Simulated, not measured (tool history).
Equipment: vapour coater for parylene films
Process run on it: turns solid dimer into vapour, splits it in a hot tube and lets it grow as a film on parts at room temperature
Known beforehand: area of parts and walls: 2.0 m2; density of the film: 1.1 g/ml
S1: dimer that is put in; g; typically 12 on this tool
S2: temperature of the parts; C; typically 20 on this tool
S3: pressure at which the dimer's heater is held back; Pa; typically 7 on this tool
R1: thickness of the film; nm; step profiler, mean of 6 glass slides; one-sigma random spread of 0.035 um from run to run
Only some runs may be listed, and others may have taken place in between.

{"run": 1, "day": 0.0, "S1": 12, "S2": 20, "S3": 7, "R1": 3590}
{"run": 2, "day": 0.454, "S1": 11, "S2": 20, "S3": 7, "R1": 3270}
{"run": 3, "day": 1.279, "S1": 12, "S2": 20, "S3": 7, "R1": 3470}
{"run": 4, "day": 2.008, "S1": 12, "S2": 20, "S3": 7, "R1": 3520}
{"run": 5, "day": 2.683, "S1": 12, "S2": 20, "S3": 7, "R1": 3500}
{"run": 6, "day": 3.438, "S1": 12, "S2": 20, "S3": 7, "R1": 3480}
{"run": 7, "day": 4.171, "S1": 12, "S2": 20, "S3": 2.51, "R1": 4280}
{"run": 8, "day": 4.85, "S1": 12, "S2": 20, "S3": 2.51, "R1": 4310}
{"run": 9, "day": 5.6, "S1": 12, "S2": 20, "S3": 2.51, "R1": 4290}
{"run": 10, "day": 6.5, "S1": 12, "S2": 20, "S3": 7, "R1": 3350}
{"run": 11, "day": 7.292, "S1": 12, "S2": 20, "S3": 7, "R1": 3370}
{"run": 12, "day": 7.892, "S1": 9, "S2": 20, "S3": 7, "R1": 2500}
{"run": 13, "day": 8.629, "S1": 9, "S2": 20, "S3": 7, "R1": 2440}
{"run": 14, "day": 9.546, "S1": 12, "S2": 18, "S3": 7, "R1": 3590}
{"run": 15, "day": 10.058, "S1": 14, "S2": 28, "S3": 7, "R1": 2660}
{"run": 16, "day": 10.796, "S1": 14, "S2": 28, "S3": 7, "R1": 2590}
{"day": 11.279, "done": "trap's valve overhauled"}
{"run": 17, "day": 11.812, "S1": 7, "S2": 14, "S3": 2.22, "R1": 3060}
{"run": 18, "day": 12.267, "S1": 6, "S2": 28, "S3": 5.81, "R1": 1300}
{"run": 19, "day": 12.712, "S1": 6, "S2": 28, "S3": 5.81, "R1": 1290}
{"run": 20, "day": 13.488, "S1": 6, "S2": 27, "S3": 6.85, "R1": 1320}
{"run": 21, "day": 14.217, "S1": 12, "S2": 20, "S3": 2.3, "R1": 4610}
{"run": 22, "day": 15.175, "S1": 7, "S2": 17, "S3": 10.17, "R1": 2190}
{"run": 23, "day": 15.779, "S1": 15, "S2": 14, "S3": 2.37, "R1": 6430}
{"run": 24, "day": 16.304, "S1": 15, "S2": 14, "S3": 2.37, "R1": 6380}
{"run": 25, "day": 17.35, "S1": 13, "S2": 31, "S3": 2.37, "R1": 2870}
{"run": 26, "day": 18.167, "S1": 13, "S2": 31, "S3": 2.37, "R1": 2840}

Predict each of these 5 candidate next runs independently; none follows another, all start after run 26:
{"run": "A", "day": 18.738, "S1": 12, "S2": 13, "S3": 2.35, "R1": "?"}
{"run": "B", "day": 18.738, "S1": 8, "S2": 13, "S3": 2.37, "R1": "?"}
{"run": "C", "day": 18.738, "S1": 8, "S2": 23, "S3": 2.6, "R1": "?"}
{"run": "D", "day": 18.738, "S1": 5, "S2": 26, "S3": 7.84, "R1": "?"}
{"run": "E", "day": 18.738, "S1": 12, "S2": 20, "S3": 5.85, "R1": "?"}

run=A R1=4920
run=B R1=3320
run=C R1=2500
run=D R1=1020
run=E R1=3590
What these runs would have given with no unlogged condition in the tool:
run=A R1=5300
run=B R1=3580
run=C R1=2610
run=D R1=1070
run=E R1=3750

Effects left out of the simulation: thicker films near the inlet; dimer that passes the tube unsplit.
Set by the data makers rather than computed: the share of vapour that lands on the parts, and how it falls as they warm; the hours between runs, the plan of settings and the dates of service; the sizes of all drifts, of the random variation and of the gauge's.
